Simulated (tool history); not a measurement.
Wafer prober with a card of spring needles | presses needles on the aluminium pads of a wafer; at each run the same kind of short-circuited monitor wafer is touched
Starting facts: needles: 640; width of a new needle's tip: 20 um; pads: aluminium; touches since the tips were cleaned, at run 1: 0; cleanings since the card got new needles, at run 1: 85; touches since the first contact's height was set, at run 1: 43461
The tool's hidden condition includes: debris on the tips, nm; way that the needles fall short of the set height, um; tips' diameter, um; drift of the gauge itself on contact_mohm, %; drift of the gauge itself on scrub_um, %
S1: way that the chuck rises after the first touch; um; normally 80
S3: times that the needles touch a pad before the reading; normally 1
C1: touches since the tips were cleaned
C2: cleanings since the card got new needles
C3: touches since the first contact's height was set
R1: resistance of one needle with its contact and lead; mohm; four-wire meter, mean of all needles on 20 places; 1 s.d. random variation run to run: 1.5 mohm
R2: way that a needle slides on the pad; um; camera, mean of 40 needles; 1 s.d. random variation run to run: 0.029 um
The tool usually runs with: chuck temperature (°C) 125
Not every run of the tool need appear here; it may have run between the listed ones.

{"run": 1, "day": 0.0, "S1": 80, "chuck temperature (°C)": 125, "S3": 1, "C1": 0, "C2": 85, "C3": 43461, "R1": 138, "R2": 19.39}
{"day": 0.475, "done": "tips cleaned on abrasive film"}
{"day": 1.046, "done": "tips cleaned on abrasive film"}
{"run": 2, "day": 1.288, "S1": 80, "chuck temperature (°C)": 125, "S3": 1, "C1": 3485, "C2": 87, "C3": 61940, "R1": 161, "R2": 19.4}
{"day": 1.617, "done": "tips cleaned on abrasive film"}
{"day": 2.088, "done": "tips cleaned on abrasive film"}
{"day": 2.592, "done": "tips cleaned on abrasive film"}
{"run": 3, "day": 2.596, "S1": 80, "chuck temperature (°C)": 125, "S3": 1, "C1": 51, "C2": 90, "C3": 80598, "R1": 136, "R2": 19.41}
{"day": 3.1, "done": "tips cleaned on abrasive film"}
{"day": 3.667, "done": "tips cleaned on abrasive film"}
{"run": 4, "day": 3.888, "S1": 77, "chuck temperature (°C)": 125, "S3": 1, "C1": 3208, "C2": 92, "C3": 99154, "R1": 159, "R2": 18.65}
{"day": 4.217, "done": "tips cleaned on abrasive film"}
{"day": 4.717, "done": "tips cleaned on abrasive film"}
{"run": 5, "day": 5.0, "S1": 80, "chuck temperature (°C)": 41, "S3": 1, "C1": 4084, "C2": 94, "C3": 115041, "R1": 156, "R2": 19.32}
{"day": 5.212, "done": "tips cleaned on abrasive film"}
{"day": 5.75, "done": "tips cleaned on abrasive film"}
{"day": 6.233, "done": "tips cleaned on abrasive film"}
{"run": 6, "day": 6.233, "S1": 80, "chuck temperature (°C)": 125, "S3": 1, "C1": 0, "C2": 97, "C3": 132655, "R1": 138, "R2": 19.33}
{"day": 6.729, "done": "tips cleaned on abrasive film"}
{"day": 6.742, "done": "height of the first contact set anew"}
{"run": 7, "day": 6.967, "S1": 80, "chuck temperature (°C)": 125, "S3": 1, "C1": 3258, "C2": 98, "C3": 3258, "R1": 162, "R2": 19.27}
{"day": 7.296, "done": "tips cleaned on abrasive film"}
{"day": 7.854, "done": "tips cleaned on abrasive film"}
{"run": 8, "day": 8.292, "S1": 80, "chuck temperature (°C)": 61, "S3": 1, "C1": 6279, "C2": 100, "C3": 22238, "R1": 173, "R2": 19.19}
{"day": 8.354, "done": "tips cleaned on abrasive film"}
{"day": 8.833, "done": "tips cleaned on abrasive film"}
{"day": 9.346, "done": "tips cleaned on abrasive film"}
{"run": 9, "day": 9.471, "S1": 80, "chuck temperature (°C)": 125, "S3": 2, "C1": 1793, "C2": 103, "C3": 39060, "R1": 143, "R2": 19.18}
{"day": 9.875, "done": "tips cleaned on abrasive film"}
{"day": 10.45, "done": "tips cleaned on abrasive film"}
{"run": 10, "day": 10.767, "S1": 80, "chuck temperature (°C)": 125, "S3": 1, "C1": 4579, "C2": 105, "C3": 57667, "R1": 169, "R2": 19.15}
{"day": 10.975, "done": "tips cleaned on abrasive film"}
{"run": 11, "day": 11.392, "S1": 80, "chuck temperature (°C)": 125, "S3": 1, "C1": 5996, "C2": 106, "C3": 66622, "R1": 172, "R2": 19.16}
{"day": 11.508, "done": "tips cleaned on abrasive film"}
{"day": 12.017, "done": "tips cleaned on abrasive film"}
{"run": 12, "day": 12.421, "S1": 80, "chuck temperature (°C)": 125, "S3": 1, "C1": 5823, "C2": 108, "C3": 81340, "R1": 172, "R2": 19.14}
{"day": 12.492, "done": "tips cleaned on abrasive film"}
{"day": 12.721, "done": "height of the first contact set anew, once more"}
{"day": 12.979, "done": "tips cleaned on abrasive film"}
{"day": 13.462, "done": "tips cleaned on abrasive film"}
{"run": 13, "day": 13.817, "S1": 80, "chuck temperature (°C)": 125, "S3": 1, "C1": 5089, "C2": 111, "C3": 15673, "R1": 169, "R2": 19.51}
{"day": 13.933, "done": "tips cleaned on abrasive film"}
{"day": 14.417, "done": "tips cleaned on abrasive film"}
{"run": 14, "day": 14.692, "S1": 80, "chuck temperature (°C)": 125, "S3": 1, "C1": 3938, "C2": 113, "C3": 28175, "R1": 161, "R2": 19.46}
{"day": 14.975, "done": "tips cleaned on abrasive film"}
{"run": 15, "day": 15.308, "S1": 80, "chuck temperature (°C)": 125, "S3": 1, "C1": 4808, "C2": 114, "C3": 37040, "R1": 165, "R2": 19.5}
{"day": 15.467, "done": "tips cleaned on abrasive film"}
{"day": 15.996, "done": "tips cleaned on abrasive film"}
{"run": 16, "day": 16.421, "S1": 80, "chuck temperature (°C)": 75, "S3": 1, "C1": 6158, "C2": 116, "C3": 52978, "R1": 175, "R2": 19.44}
{"day": 16.542, "done": "tips cleaned on abrasive film"}
{"day": 17.004, "done": "tips cleaned on abrasive film"}
{"run": 17, "day": 17.167, "S1": 80, "chuck temperature (°C)": 36, "S3": 1, "C1": 2372, "C2": 118, "C3": 63603, "R1": 149, "R2": 19.43}
{"day": 17.471, "done": "tips cleaned on abrasive film"}
{"day": 17.992, "done": "tips cleaned on abrasive film"}
{"run": 18, "day": 18.275, "S1": 80, "chuck temperature (°C)": 36, "S3": 1, "C1": 4060, "C2": 120, "C3": 79448, "R1": 152, "R2": 19.41}
{"day": 18.538, "done": "tips cleaned on abrasive film"}
{"day": 19.033, "done": "tips cleaned on abrasive film"}
{"run": 19, "day": 19.033, "S1": 65, "chuck temperature (°C)": 125, "S3": 1, "C1": 0, "C2": 122, "C3": 90292, "R1": 144, "R2": 15.74}
{"day": 19.538, "done": "tips cleaned on abrasive film"}
{"day": 20.0, "done": "tips cleaned on abrasive film"}
{"run": 20, "day": 20.379, "S1": 65, "chuck temperature (°C)": 125, "S3": 1, "C1": 5430, "C2": 124, "C3": 109553, "R1": 194, "R2": 15.69}
{"day": 20.483, "done": "tips cleaned on abrasive film"}
{"day": 21.058, "done": "tips cleaned on abrasive film"}
{"run": 21, "day": 21.258, "S1": 80, "chuck temperature (°C)": 26, "S3": 1, "C1": 2917, "C2": 126, "C3": 122152, "R1": 152, "R2": 19.34}
{"day": 21.525, "done": "tips cleaned on abrasive film"}
{"day": 22.05, "done": "tips cleaned on abrasive film"}
{"day": 22.442, "done": "height of the first contact set anew"}
{"run": 22, "day": 22.45, "S1": 92, "chuck temperature (°C)": 92, "S3": 2, "C1": 5588, "C2": 128, "C3": 124, "R1": 145, "R2": 22.47}
{"day": 22.533, "done": "tips cleaned on abrasive film"}
{"day": 23.012, "done": "tips cleaned on abrasive film"}
{"day": 23.483, "done": "tips cleaned on abrasive film"}
{"run": 23, "day": 23.483, "S1": 60, "chuck temperature (°C)": 92, "S3": 3, "C1": 0, "C2": 131, "C3": 14881, "R1": 134, "R2": 14.6}
{"day": 23.996, "done": "tips cleaned on abrasive film"}
{"day": 24.533, "done": "tips cleaned on abrasive film"}
{"run": 24, "day": 24.696, "S1": 60, "chuck temperature (°C)": 92, "S3": 3, "C1": 2374, "C2": 133, "C3": 32244, "R1": 152, "R2": 14.58}
{"day": 25.104, "done": "tips cleaned on abrasive film"}
{"run": 25, "day": 25.388, "S1": 61, "chuck temperature (°C)": 100, "S3": 1, "C1": 4142, "C2": 134, "C3": 42180, "R1": 187, "R2": 14.79}
{"day": 25.579, "done": "tips cleaned on abrasive film"}
{"day": 26.062, "done": "tips cleaned on abrasive film"}
{"run": 26, "day": 26.171, "S1": 82, "chuck temperature (°C)": 26, "S3": 3, "C1": 1580, "C2": 136, "C3": 53347, "R1": 127, "R2": 19.89}
{"day": 26.604, "done": "tips cleaned on abrasive film"}
{"run": 27, "day": 27.021, "S1": 82, "chuck temperature (°C)": 26, "S3": 3, "C1": 6045, "C2": 137, "C3": 65565, "R1": 136, "R2": 19.89}
{"day": 27.092, "done": "tips cleaned on abrasive film"}
{"day": 27.592, "done": "tips cleaned on abrasive film"}
{"day": 28.154, "done": "tips cleaned on abrasive film"}
{"run": 28, "day": 28.354, "S1": 66, "chuck temperature (°C)": 70, "S3": 3, "C1": 2903, "C2": 140, "C3": 84590, "R1": 145, "R2": 15.97}
{"day": 28.671, "done": "tips cleaned on abrasive film"}
{"day": 29.238, "done": "tips cleaned on abrasive film"}
{"run": 29, "day": 29.383, "S1": 66, "chuck temperature (°C)": 41, "S3": 1, "C1": 2082, "C2": 142, "C3": 99321, "R1": 155, "R2": 15.97}
{"day": 29.758, "done": "tips cleaned on abrasive film"}
{"day": 30.221, "done": "tips cleaned on abrasive film"}
{"run": 30, "day": 30.221, "S1": 78, "chuck temperature (°C)": 91, "S3": 1, "C1": 0, "C2": 144, "C3": 111275, "R1": 135, "R2": 18.85}
{"day": 30.712, "done": "tips cleaned on abrasive film"}
{"run": 31, "day": 30.942, "S1": 78, "chuck temperature (°C)": 91, "S3": 1, "C1": 3301, "C2": 145, "C3": 121649, "R1": 157, "R2": 18.8}

Alternative continuations, all from the tool just after run 31; predict every row:
{"day": 31.229, "done": "tips cleaned on abrasive film"}
{"day": 31.762, "done": "tips cleaned on abrasive film"}
{"run": "A", "day": 31.967, "S1": 69, "chuck temperature (°C)": 79, "S3": 3, "C1": 2949, "C2": 147, "C3": 136325, "R1": "?", "R2": "?"}
{"day": 31.229, "done": "tips cleaned on abrasive film"}
{"day": 31.762, "done": "tips cleaned on abrasive film"}
{"run": "B", "day": 31.967, "S1": 62, "chuck temperature (°C)": 91, "S3": 2, "C1": 2949, "C2": 147, "C3": 136325, "R1": "?", "R2": "?"}
{"day": 31.229, "done": "tips cleaned on abrasive film"}
{"day": 31.762, "done": "tips cleaned on abrasive film"}
{"run": "C", "day": 31.967, "S1": 78, "chuck temperature (°C)": 54, "S3": 2, "C1": 2949, "C2": 147, "C3": 136325, "R1": "?", "R2": "?"}

run=A R1=143 R2=16.67
run=B R1=160 R2=14.92
run=C R1=144 R2=18.81
With no hidden state in the tool, these same runs would have given:
run=A R1=126 R2=16.87
run=B R1=130 R2=15.12
run=C R1=122 R2=19.01
